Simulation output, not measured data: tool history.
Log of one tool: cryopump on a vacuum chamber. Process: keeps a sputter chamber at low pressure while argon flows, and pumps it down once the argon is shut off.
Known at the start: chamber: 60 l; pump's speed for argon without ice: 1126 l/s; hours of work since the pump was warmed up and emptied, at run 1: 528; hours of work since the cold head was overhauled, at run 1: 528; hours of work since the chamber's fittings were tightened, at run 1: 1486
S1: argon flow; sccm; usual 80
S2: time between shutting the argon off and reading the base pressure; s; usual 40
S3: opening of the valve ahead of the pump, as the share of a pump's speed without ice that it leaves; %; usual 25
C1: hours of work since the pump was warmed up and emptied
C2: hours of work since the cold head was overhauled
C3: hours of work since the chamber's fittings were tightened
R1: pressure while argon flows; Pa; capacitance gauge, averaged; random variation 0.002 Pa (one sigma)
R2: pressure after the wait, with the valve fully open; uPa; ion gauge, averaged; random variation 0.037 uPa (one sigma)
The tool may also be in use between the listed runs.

{"run": 1, "day": 0.0, "S1": 80, "S2": 40, "S3": 25, "C1": 528, "C2": 528, "C3": 1486, "R1": 0.5144, "R2": 3.83}
{"run": 2, "day": 1.192, "S1": 89, "S2": 40, "S3": 25, "C1": 551, "C2": 551, "C3": 1508, "R1": 0.5693, "R2": 3.85}
{"run": 3, "day": 2.862, "S1": 80, "S2": 94, "S3": 25, "C1": 582, "C2": 582, "C3": 1539, "R1": 0.5138, "R2": 2.83}
{"run": 4, "day": 4.612, "S1": 80, "S2": 94, "S3": 25, "C1": 615, "C2": 615, "C3": 1572, "R1": 0.52, "R2": 2.92}
{"run": 5, "day": 5.708, "S1": 80, "S2": 40, "S3": 29, "C1": 635, "C2": 635, "C3": 1593, "R1": 0.4555, "R2": 4.11}
{"run": 6, "day": 7.458, "S1": 80, "S2": 40, "S3": 29, "C1": 668, "C2": 668, "C3": 1626, "R1": 0.4547, "R2": 4.21}
{"run": 7, "day": 9.238, "S1": 80, "S2": 97, "S3": 25, "C1": 702, "C2": 702, "C3": 1659, "R1": 0.5278, "R2": 3.17}
{"run": 8, "day": 10.917, "S1": 80, "S2": 97, "S3": 25, "C1": 733, "C2": 733, "C3": 1691, "R1": 0.5292, "R2": 3.19}
{"run": 9, "day": 13.429, "S1": 80, "S2": 40, "S3": 25, "C1": 781, "C2": 781, "C3": 1738, "R1": 0.5342, "R2": 4.28}
{"day": 13.775, "done": "pump warmed up, emptied and cooled again"}
{"run": 10, "day": 15.029, "S1": 80, "S2": 40, "S3": 25, "C1": 24, "C2": 807, "C3": 1764, "R1": 0.4846, "R2": 3.66}
{"run": 11, "day": 17.1, "S1": 80, "S2": 40, "S3": 25, "C1": 62, "C2": 846, "C3": 1803, "R1": 0.483, "R2": 3.88}
{"run": 12, "day": 18.688, "S1": 80, "S2": 101, "S3": 25, "C1": 92, "C2": 875, "C3": 1833, "R1": 0.4869, "R2": 2.81}
{"run": 13, "day": 19.942, "S1": 80, "S2": 101, "S3": 25, "C1": 116, "C2": 899, "C3": 1857, "R1": 0.4824, "R2": 2.78}
{"run": 14, "day": 22.262, "S1": 68, "S2": 101, "S3": 22, "C1": 160, "C2": 943, "C3": 1900, "R1": 0.4699, "R2": 2.95}
{"run": 15, "day": 24.108, "S1": 104, "S2": 152, "S3": 25, "C1": 194, "C2": 977, "C3": 1935, "R1": 0.6477, "R2": 2.72}
{"run": 16, "day": 26.55, "S1": 51, "S2": 40, "S3": 21, "C1": 240, "C2": 1023, "C3": 1981, "R1": 0.3744, "R2": 4.02}
{"run": 17, "day": 27.9, "S1": 97, "S2": 40, "S3": 24, "C1": 265, "C2": 1049, "C3": 2006, "R1": 0.6243, "R2": 4.23}
{"run": 18, "day": 29.021, "S1": 35, "S2": 24, "S3": 16, "C1": 286, "C2": 1070, "C3": 2027, "R1": 0.3367, "R2": 5.61}
{"run": 19, "day": 30.046, "S1": 44, "S2": 53, "S3": 45, "C1": 306, "C2": 1089, "C3": 2046, "R1": 0.1584, "R2": 3.87}
{"run": 20, "day": 31.888, "S1": 37, "S2": 40, "S3": 50, "C1": 340, "C2": 1124, "C3": 2081, "R1": 0.1209, "R2": 4.31}
{"run": 21, "day": 33.104, "S1": 128, "S2": 31, "S3": 19, "C1": 363, "C2": 1146, "C3": 2104, "R1": 1.0516, "R2": 4.93}
{"run": 22, "day": 34.192, "S1": 128, "S2": 31, "S3": 19, "C1": 384, "C2": 1167, "C3": 2124, "R1": 1.0643, "R2": 5.07}
{"run": 23, "day": 36.496, "S1": 128, "S2": 31, "S3": 19, "C1": 427, "C2": 1210, "C3": 2168, "R1": 1.0649, "R2": 5.1}
{"run": 24, "day": 38.321, "S1": 128, "S2": 31, "S3": 19, "C1": 461, "C2": 1244, "C3": 2202, "R1": 1.0585, "R2": 5.23}

Forecast each of these 5 alternatives for the next run:
{"run": "A", "day": 39.867, "S1": 80, "S2": 143, "S3": 47, "C1": 490, "C2": 1274, "C3": 2231, "R1": "?", "R2": "?"}
{"run": "B", "day": 39.867, "S1": 128, "S2": 25, "S3": 18, "C1": 490, "C2": 1274, "C3": 2231, "R1": "?", "R2": "?"}
{"run": "C", "day": 39.867, "S1": 35, "S2": 38, "S3": 25, "C1": 490, "C2": 1274, "C3": 2231, "R1": "?", "R2": "?"}
{"run": "D", "day": 39.867, "S1": 40, "S2": 48, "S3": 19, "C1": 490, "C2": 1274, "C3": 2231, "R1": "?", "R2": "?"}
{"run": "E", "day": 39.867, "S1": 101, "S2": 49, "S3": 31, "C1": 490, "C2": 1274, "C3": 2231, "R1": "?", "R2": "?"}

run=A R1=0.2903 R2=3.35
run=B R1=1.1236 R2=5.78
run=C R1=0.2241 R2=4.82
run=D R1=0.3332 R2=4.44
run=E R1=0.5367 R2=4.52
Without the tool's hidden state the same runs would have given:
run=A R1=0.2560 R2=0.76
run=B R1=1.0689 R2=3.11
run=C R1=0.2092 R2=2.14
run=D R1=0.3161 R2=1.76
run=E R1=0.4931 R2=1.77
